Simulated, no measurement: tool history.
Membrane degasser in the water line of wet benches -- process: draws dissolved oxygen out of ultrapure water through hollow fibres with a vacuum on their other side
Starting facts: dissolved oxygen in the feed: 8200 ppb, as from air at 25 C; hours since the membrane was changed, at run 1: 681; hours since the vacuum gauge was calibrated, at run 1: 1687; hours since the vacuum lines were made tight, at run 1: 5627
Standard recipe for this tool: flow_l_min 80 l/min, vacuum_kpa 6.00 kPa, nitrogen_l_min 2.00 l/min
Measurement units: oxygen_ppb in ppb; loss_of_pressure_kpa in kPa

run	hour	flow_l_min	vacuum_kpa	nitrogen_l_min	hours since the membrane was changed	hours since the vacuum gauge was calibrated	hours since the vacuum lines were made tight	oxygen_ppb	loss_of_pressure_kpa
1	0.0	80	6.00	2.00	681	1687	5627	339.1	25.33
2	77.8	80	6.00	2.00	758	1764	5705	339.9	25.28
3	203.5	80	6.00	2.00	884	1890	5831	343.7	25.34
4	292.3	80	6.00	2.00	973	1979	5920	346.8	25.15
5	354.7	80	6.00	2.00	1035	2041	5982	344.5	25.31
6	506.7	80	6.00	2.00	1187	2193	6134	345.9	25.46
7	595.5	80	6.00	2.00	1276	2282	6223	346.8	25.39
8	744.6	80	6.00	2.00	1425	2431	6372	346.7	25.42
9	889.0	80	6.00	2.00	1570	2576	6516	345.0	25.53
10	985.0	80	6.00	0.95	1666	2672	6612	496.6	25.48
11	1104.5	80	6.00	3.29	1785	2791	6732	272.3	25.49
12	1250.1	80	6.00	3.29	1931	2937	6877	266.6	25.48
13	1399.8	80	6.00	3.29	2080	3086	7027	273.3	25.29
14	1509.1	80	6.00	3.29	2190	3196	7136	273.3	25.44
15	1585.4	80	6.00	3.29	2266	3272	7213	275.6	25.36
# hour 1619.7: seals of the vacuum lines changed
16	1712.9	116	6.00	2.00	2391	3397	93	488.5	37.19
17	1855.1	80	9.65	2.54	2534	3540	235	528.3	25.60
# hour 1919.6: vacuum gauge calibrated
18	1991.0	80	9.65	2.54	2669	71	371	521.0	25.79
19	2136.6	80	9.65	2.54	2815	217	516	521.1	25.62
20	2208.0	80	6.13	2.00	2886	288	588	355.1	25.78
21	2275.9	80	5.16	3.53	2954	356	656	221.9	25.95
22	2405.4	66	5.16	4.00	3083	486	785	171.8	21.07
23	2485.5	52	5.16	1.73	3164	566	865	195.4	16.68
24	2614.2	52	5.16	1.73	3292	695	994	195.9	16.69
25	2722.4	80	5.57	2.00	3400	803	1102	315.6	25.88
26	2876.0	80	11.18	4.79	3554	956	1256	425.1	26.04
27	2955.7	80	10.35	0.95	3634	1036	1336	1009.4	25.70
28	3060.8	80	10.77	2.00	3739	1141	1441	688.0	25.81
29	3147.5	80	10.77	2.00	3826	1228	1527	681.9	25.83
30	3237.9	80	10.77	2.00	3916	1318	1618	681.6	25.98
31	3369.9	80	10.77	5.17	4048	1450	1750	385.0	25.75

Describe how what the log doesn't record of the tool's condition differs between the last listed run preceding each entry between runs and the first listed run following it.
Between runs 15 and 16: seals of the vacuum lines changed (hour 1619.7)
  air that leaks in behind the membrane, l/min: 0.0022 -> 0.002; drift of the gauge itself on loss_of_pressure_kpa, %: 1.21 -> 1.31
  the result without the hidden state subtracted from the measured one, loss_of_pressure_kpa: +0.31 -> +0.49 kPa
Between runs 17 and 18: vacuum gauge calibrated (hour 1919.6)
  drift of the gauge itself on loss_of_pressure_kpa, %: 1.42 -> 1.52
  the result without the hidden state subtracted from the measured one, loss_of_pressure_kpa: +0.37 -> +0.39 kPa
